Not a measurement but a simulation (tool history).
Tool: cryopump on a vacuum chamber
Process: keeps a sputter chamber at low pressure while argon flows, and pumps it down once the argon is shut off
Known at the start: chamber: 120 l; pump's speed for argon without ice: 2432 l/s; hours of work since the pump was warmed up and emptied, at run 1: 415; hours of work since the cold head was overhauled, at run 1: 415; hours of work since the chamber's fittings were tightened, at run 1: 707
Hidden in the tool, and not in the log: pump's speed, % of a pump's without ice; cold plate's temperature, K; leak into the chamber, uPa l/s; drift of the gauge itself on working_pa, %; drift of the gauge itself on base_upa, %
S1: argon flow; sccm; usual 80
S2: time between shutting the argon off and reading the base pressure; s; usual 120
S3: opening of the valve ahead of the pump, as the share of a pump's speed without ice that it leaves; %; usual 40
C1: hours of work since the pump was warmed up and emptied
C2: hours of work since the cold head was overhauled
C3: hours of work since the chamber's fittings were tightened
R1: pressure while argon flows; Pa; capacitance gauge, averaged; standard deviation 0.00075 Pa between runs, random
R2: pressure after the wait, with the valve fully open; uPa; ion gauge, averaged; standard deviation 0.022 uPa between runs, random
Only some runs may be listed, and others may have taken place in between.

run     day   S1   S2  S3   C1    C2    C3      R1    R2
  1   0.000   80  120  40  415   415   707  0.1436  0.82
  2   1.638   80  120  40  446   446   738  0.1420  0.85
  3   2.533   80  120  40  463   463   755  0.1449  0.86
  4   3.396   80  120  40  479   479   771  0.1441  0.85
  5   4.862   80  120  26  506   506   798  0.2184  0.91
  6   6.675   80  120  26  540   540   832  0.2196  0.86
  7   8.525   80  120  26  575   575   867  0.2190  0.96
  8  10.412   80  120  26  610   610   903  0.2197  0.90
  9  11.742   80  120  26  635   635   927  0.2193  0.93
 10  12.675   80  120  26  653   653   945  0.2211  0.99
 11  14.400   80  120  26  685   685   977  0.2183  0.99
 12  15.875   80  120  26  713   713  1005  0.2221  0.98
 13  16.688   80  120  26  728   728  1020  0.2196  0.96
 14  18.575   58  120  40  763   763  1056  0.1062  1.00
 15  19.667   80  120  40  784   784  1076  0.1467  0.99
 16  20.896   80  120  22  807   807  1099  0.2624  1.02
 17  22.442   80  120  22  836   836  1128  0.2615  1.02
 18  23.342  135   43  26  853   853  1145  0.3747  1.80
 19  24.442  135   43  39  873   873  1166  0.2550  1.93
 20  25.438  135   43  39  892   892  1184  0.2568  1.84
 21  26.688   80  120  26  915   915  1208  0.2230  1.05
 22  28.271   80  120  26  945   945  1237  0.2258  1.06
     28.829  -- pump warmed up, emptied and cooled again
 23  30.188   80  120  26   25   977  1269  0.2132  1.02
 24  31.525   80   88  43   51  1002  1295  0.1310  1.16
 25  32.738   80   88  43   73  1025  1317  0.1295  1.21
 26  34.583   80   36  53  108  1060  1352  0.1061  2.14
 27  35.654   80   36  53  128  1080  1372  0.1064  2.15
 28  37.050   92   66  35  154  1106  1398  0.1865  1.50
     38.238  -- leaking fittings of the chamber tightened, without venting
 29  38.238   92   66  35  175  1127     0  0.1847  1.00
 30  39.188   46   34  18  193  1144    18  0.1796  1.83
 31  40.138   80   24  31  210  1162    36  0.1803  2.53
 32  41.304   49   24  31  232  1184    57  0.1105  2.47
 33  42.958   52   39  29  263  1215    89  0.1274  1.60

Consider 5 possible next runs. They are alternatives, not a sequence: every one starts from the tool as it was left by run 33. What does each give?
  A  44.642   80  120  52  295  1247  120   ?   ?
  B  44.642  126   67  41  295  1247  120   ?   ?
  C  44.642  107  120  16  295  1247  120   ?   ?
  D  44.642  145   84  23  295  1247  120   ?   ?
  E  44.642   50   74  40  295  1247  120   ?   ?

run      R1    R2
  A  0.1096  0.65
  B  0.2179  1.03
  C  0.4682  0.63
  D  0.4446  0.87
  E  0.0886  0.93
Without the tool's unlogged condition, the same runs would have read:
run      R1    R2
  A  0.1066  0.60
  B  0.2131  0.98
  C  0.4641  0.58
  D  0.4391  0.82
  E  0.0867  0.88
